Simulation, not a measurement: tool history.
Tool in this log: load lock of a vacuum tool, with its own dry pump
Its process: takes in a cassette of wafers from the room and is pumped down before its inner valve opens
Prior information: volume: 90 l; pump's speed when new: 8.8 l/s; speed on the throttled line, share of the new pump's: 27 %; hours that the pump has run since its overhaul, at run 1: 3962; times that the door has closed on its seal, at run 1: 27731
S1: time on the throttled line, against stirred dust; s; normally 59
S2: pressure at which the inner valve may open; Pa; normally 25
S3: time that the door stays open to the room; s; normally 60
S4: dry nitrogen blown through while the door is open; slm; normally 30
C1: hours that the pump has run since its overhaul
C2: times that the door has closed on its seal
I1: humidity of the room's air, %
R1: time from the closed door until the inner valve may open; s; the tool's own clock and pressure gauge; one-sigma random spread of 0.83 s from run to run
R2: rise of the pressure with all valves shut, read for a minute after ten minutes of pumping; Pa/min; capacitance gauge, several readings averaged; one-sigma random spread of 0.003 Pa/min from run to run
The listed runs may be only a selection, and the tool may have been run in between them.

run,hour,S1,S2,S3,S4,C1,C2,I1,R1,R2
1,0,59,25,60,30,3962,27731,45.7,133.1,0.414
2,355.5,59,25,60,30,4317,28570,40.2,134.6,0.435
3,688.8,59,18,60,30,4651,29357,48.2,139.9,0.461
4,1107.7,59,18,60,30,5070,30346,46.1,138.7,0.473
5,1449.2,59,18,60,30,5411,31153,44.2,139.4,0.507
6,1885.7,59,18,60,30,5848,32183,44,141.3,0.528
7,2180.7,59,18,60,30,6143,32880,41.1,140.6,0.534
8,2547.4,59,18,60,30,6509,33746,44.9,141.3,0.567
# hour 2861: door's seal changed, seat wiped
9,3023.2,59,18,60,30,6984,383,40.9,142,0.023

Forecast run 10:
10,3327.5,59,18,60,30,7288,1102,45,?,?

Run 10 came out at R1 142.8 s, R2 0.029 Pa/min.
With no hidden state in the tool, this same run would have given R1 131.7 s, R2 0.024 Pa/min.
